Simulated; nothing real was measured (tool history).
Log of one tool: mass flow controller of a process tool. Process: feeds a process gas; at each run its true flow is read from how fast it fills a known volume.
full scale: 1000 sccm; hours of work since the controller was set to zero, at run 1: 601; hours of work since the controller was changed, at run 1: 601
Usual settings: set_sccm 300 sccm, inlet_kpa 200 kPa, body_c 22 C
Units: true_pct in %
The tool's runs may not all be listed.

run	hour	set_sccm	inlet_kpa	body_c	hours of work since the controller was set to zero	hours of work since the controller was changed	true_pct
1	0.0	300	200	22	601	601	100.13
2	33.1	300	269	22	616	616	100.67
3	97.1	210	269	22	644	644	100.66
4	145.7	210	269	33	666	666	100.39
5	188.5	300	200	22	685	685	100.10
6	251.1	300	200	26	712	712	100.01
7	299.7	300	200	26	734	734	99.98
8	334.3	300	200	22	749	749	99.99
9	379.7	300	200	22	769	769	100.09
10	412.5	970	200	22	784	784	100.43
11	450.8	300	200	22	801	801	100.17
12	515.9	300	200	22	829	829	100.02
13	572.9	300	200	22	855	855	100.12
14	631.0	300	200	22	880	880	100.12
15	664.5	300	200	22	895	895	100.11
16	696.3	300	200	22	909	909	100.17
17	733.4	300	200	22	926	926	100.04
18	766.3	235	200	22	940	940	100.15
19	830.7	235	200	38	969	969	99.67
20	896.3	235	200	30	998	998	99.91
21	931.2	300	194	22	1013	1013	100.06
22	972.2	300	194	22	1031	1031	99.99
23	1003.7	300	194	22	1045	1045	100.04
24	1059.4	300	194	22	1070	1070	100.03
25	1090.4	992	208	22	1083	1083	100.45
26	1121.2	992	208	22	1097	1097	100.35
27	1180.5	783	162	22	1123	1123	99.98
28	1246.7	783	162	22	1153	1153	99.76
29	1304.9	783	162	22	1178	1178	100.09
30	1338.1	605	162	31	1193	1193	99.63
31	1380.8	300	155	40	1212	1212	99.25
32	1429.6	300	155	40	1233	1233	99.31
33	1460.9	300	269	22	1247	1247	100.67
34	1531.2	300	232	22	1278	1278	100.40
35	1598.7	170	246	22	1308	1308	100.74
36	1657.7	300	200	28	1334	1334	100.01
37	1703.1	300	156	28	1354	1354	99.63
38	1748.0	300	156	28	1374	1374	99.59
39	1793.2	300	156	28	1394	1394	99.80
40	1843.1	300	156	28	1416	1416	99.94
41	1894.6	201	230	36	1439	1439	100.22
42	1946.3	265	203	36	1462	1462	99.81
43	1994.9	265	203	36	1483	1483	99.88
44	2036.9	127	218	28	1502	1502	100.66
45	2087.9	378	159	25	1524	1524	99.78
46	2129.1	258	187	25	1543	1543	100.09
47	2160.8	709	230	24	1557	1557	100.44
48	2214.7	214	274	24	1581	1581	100.94

Hidden state or all else? Some run-to-run changes of true_pct, split into what the settings, what came in and random variation would give without the hidden state, and what is left for the hidden state (with any gauge scatter that isn't in both results):
The hidden state here: flow at rest that the sensor doesn't see, % of full scale; true flow over the shown one, %; drift of the gauge itself on true_pct, %.
Run 32 -> 33: inlet_kpa 155 -> 269, body_c 40 -> 22. true_pct +1.36 %: hidden state +0.00, all else +1.36.
Run 43 -> 44: set_sccm 265 -> 127, inlet_kpa 203 -> 218, body_c 36 -> 28. true_pct +0.78 %: hidden state +0.40, all else +0.38.
Run 44 -> 45: set_sccm 127 -> 378, inlet_kpa 218 -> 159, body_c 28 -> 25. true_pct -0.88 %: hidden state -0.50, all else -0.38.
Run 47 -> 48: set_sccm 709 -> 214, inlet_kpa 230 -> 274. true_pct +0.50 %: hidden state +0.33, all else +0.17.
